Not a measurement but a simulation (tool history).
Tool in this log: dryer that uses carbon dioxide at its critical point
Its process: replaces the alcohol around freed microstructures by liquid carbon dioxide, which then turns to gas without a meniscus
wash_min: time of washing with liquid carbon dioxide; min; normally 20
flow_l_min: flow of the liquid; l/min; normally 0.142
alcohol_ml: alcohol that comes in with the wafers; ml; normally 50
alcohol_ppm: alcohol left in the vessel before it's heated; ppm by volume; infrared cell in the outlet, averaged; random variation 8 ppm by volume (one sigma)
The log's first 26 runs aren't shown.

run	hour	wash_min	flow_l_min	alcohol_ml	alcohol_ppm
27	254.4	18	0.166	74	731
28	267.4	15	0.192	74	909
29	278.7	15	0.192	74	929
30	286.3	15	0.192	74	960
31	292.7	29	0.114	43	276
32	307.3	29	0.095	56	924
33	319.3	18	0.119	67	3056
34	330.1	18	0.119	67	3100
35	339.6	20	0.142	25	391
36	353.9	20	0.121	24	743

Consider 4 possible next runs. They are alternatives, not a sequence: every one starts from the tool as it was left by run 36. What does each give?
A	360.1	21	0.194	79	?
B	360.1	24	0.092	94	?
C	360.1	22	0.149	50	?
D	360.1	26	0.135	31	?

run	alcohol_ppm
A	181
B	3982
C	375
D	187
Had the tool no hidden state, the same runs would have come out as:
run	alcohol_ppm
A	66
B	2607
C	181
D	75
